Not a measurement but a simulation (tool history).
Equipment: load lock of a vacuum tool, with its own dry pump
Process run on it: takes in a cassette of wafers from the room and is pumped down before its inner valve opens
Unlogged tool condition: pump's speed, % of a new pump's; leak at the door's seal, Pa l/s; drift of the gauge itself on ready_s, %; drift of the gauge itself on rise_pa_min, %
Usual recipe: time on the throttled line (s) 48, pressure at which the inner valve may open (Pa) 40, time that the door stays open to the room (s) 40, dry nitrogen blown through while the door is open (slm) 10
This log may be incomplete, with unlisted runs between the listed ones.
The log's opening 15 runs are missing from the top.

| run | hour | time on the throttled line (s) | pressure at which the inner valve may open (Pa) | time that the door stays open to the room (s) | dry nitrogen blown through while the door is open (slm) | hours that the pump has run since its overhaul | times that the door has closed on its seal | incoming humidity of the room's air, % | time from the closed door until the inner valve may open (s) | rise of the pressure with all valves shut (Pa/min) |
|---|---|---|---|---|---|---|---|---|---|---|
| 16 | 1364.3 | 48 | 40 | 40 | 10 | 8151 | 12779 | 44.9 | 68.6 | 0.324 |
| 17 | 1452.2 | 48 | 40 | 40 | 10 | 8239 | 12963 | 44.9 | 69.2 | 0.332 |
| 18 | 1532.5 | 73 | 74 | 26 | 10 | 8319 | 13131 | 45.9 | 88.5 | 0.333 |
| 19 | 1642.8 | 73 | 74 | 26 | 17 | 8429 | 13361 | 45.2 | 87.7 | 0.339 |
| 20 | 1706.8 | 73 | 74 | 26 | 17 | 8493 | 13495 | 44.6 | 87.3 | 0.341 |
| 21 | 1766.2 | 73 | 74 | 26 | 17 | 8553 | 13619 | 42.4 | 87.6 | 0.351 |
| 22 | 1837.3 | 73 | 74 | 26 | 17 | 8624 | 13767 | 45.2 | 86.9 | 0.359 |
| 23 | 1939.0 | 47 | 54 | 149 | 8 | 8725 | 13980 | 45.4 | 67.2 | 0.430 |
| 24 | 2052.3 | 51 | 29 | 236 | 14 | 8839 | 14216 | 45.8 | 72.8 | 0.448 |
| 25 | 2177.0 | 51 | 29 | 236 | 14 | 8963 | 14477 | 44.9 | 73.5 | 0.456 |
| 26 | 2270.6 | 51 | 29 | 25 | 14 | 9057 | 14673 | 43.4 | 72.8 | 0.389 |
| 27 | 2371.3 | 63 | 33 | 73 | 29 | 9158 | 14883 | 46.0 | 81.4 | 0.395 |
| 28 | 2486.3 | 63 | 33 | 73 | 24 | 9273 | 15123 | 45.4 | 82.4 | 0.420 |
| 29 | 2609.3 | 48 | 50 | 40 | 10 | 9396 | 15380 | 42.4 | 68.7 | 0.431 |
| 30 | 2693.3 | 48 | 50 | 40 | 10 | 9480 | 15556 | 44.2 | 68.8 | 0.431 |
| 31 | 2764.6 | 43 | 50 | 94 | 10 | 9551 | 15705 | 44.9 | 65.2 | 0.467 |
| 32 | 2877.2 | 72 | 50 | 94 | 4 | 9664 | 15940 | 46.7 | 89.2 | 0.510 |
| 33 | 2977.4 | 72 | 50 | 94 | 4 | 9764 | 16149 | 45.9 | 87.8 | 0.507 |
| 34 | 3068.1 | 72 | 50 | 94 | 4 | 9854 | 16339 | 46.6 | 88.6 | 0.527 |

5 ways to go on from here, each from the tool as it stands after run 34. What would each give?
| A | 3128.5 | 48 | 40 | 40 | 10 | 9915 | 16465 | 42.9 | ? | ? |
| B | 3128.5 | 48 | 33 | 134 | 5 | 9915 | 16465 | 44.8 | ? | ? |
| C | 3128.5 | 47 | 48 | 94 | 4 | 9915 | 16465 | 46.1 | ? | ? |
| D | 3128.5 | 48 | 40 | 28 | 10 | 9915 | 16465 | 46.3 | ? | ? |
| E | 3128.5 | 72 | 50 | 215 | 4 | 9915 | 16465 | 43.6 | ? | ? |

| run | time from the closed door until the inner valve may open (s) | rise of the pressure with all valves shut (Pa/min) |
|---|---|---|
| A | 69.5 | 0.465 |
| B | 70.6 | 0.532 |
| C | 68.2 | 0.526 |
| D | 69.7 | 0.458 |
| E | 87.9 | 0.561 |
Without the tool's hidden state the same runs would have given:
| run | time from the closed door until the inner valve may open (s) | rise of the pressure with all valves shut (Pa/min) |
|---|---|---|
| A | 66.6 | 0.036 |
| B | 67.5 | 0.097 |
| C | 65.3 | 0.091 |
| D | 66.7 | 0.031 |
| E | 85.7 | 0.131 |

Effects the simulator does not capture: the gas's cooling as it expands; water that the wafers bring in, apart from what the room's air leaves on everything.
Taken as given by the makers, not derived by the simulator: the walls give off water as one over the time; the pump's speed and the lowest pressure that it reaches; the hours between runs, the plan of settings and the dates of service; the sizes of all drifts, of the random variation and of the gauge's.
